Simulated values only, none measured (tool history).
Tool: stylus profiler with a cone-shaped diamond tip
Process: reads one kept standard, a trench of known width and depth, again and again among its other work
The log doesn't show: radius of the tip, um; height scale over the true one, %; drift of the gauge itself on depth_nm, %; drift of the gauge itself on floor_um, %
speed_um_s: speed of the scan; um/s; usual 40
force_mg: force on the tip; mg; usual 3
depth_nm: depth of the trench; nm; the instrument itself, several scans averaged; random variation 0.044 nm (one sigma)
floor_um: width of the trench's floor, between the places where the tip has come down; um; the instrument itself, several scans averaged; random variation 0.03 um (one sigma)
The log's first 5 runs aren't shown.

run	hour	speed_um_s	force_mg	scans with this tip	hours of work since the height scale was calibrated	depth_nm	floor_um
6	531.1	26	3	7742	1662	101.28	27.58
7	635.5	26	3	7975	1712	101.19	27.57
8	695.7	40	3	8109	1741	101.17	27.46
9	805.5	40	1.24	8354	1793	100.49	27.37
# hour 912.2: height scale calibrated on a step standard
10	927	40	1.24	8624	7	100.81	27.43
11	1060.6	16	3	8922	71	101.45	27.55
12	1199.3	16	3	9231	137	101.51	27.56
13	1315.7	16	3	9491	193	101.45	27.54
14	1381.8	16	3	9638	225	101.49	27.5
15	1459.6	16	3	9812	262	101.41	27.5
16	1590.5	16	3	10104	325	101.49	27.51
17	1652.8	40	3	10243	355	101.46	27.39
18	1727.2	40	3	10409	390	101.43	27.4
19	1858.3	40	3	10701	453	101.41	27.32
20	1968.3	102	3	10946	506	101.38	27.17
21	2034.8	102	3	11095	537	101.4	27.18
22	2103.4	102	3	11248	570	101.4	27.17

Run 23 comes next. What will it give?
23	2179.3	63	1.37	11417	607	?	?

{"run 23": {"depth_nm": 100.83, "floor_um": 27.22}}
Without the tool's hidden state the same run would have given depth_nm 100.92 nm, floor_um 27.74 um.
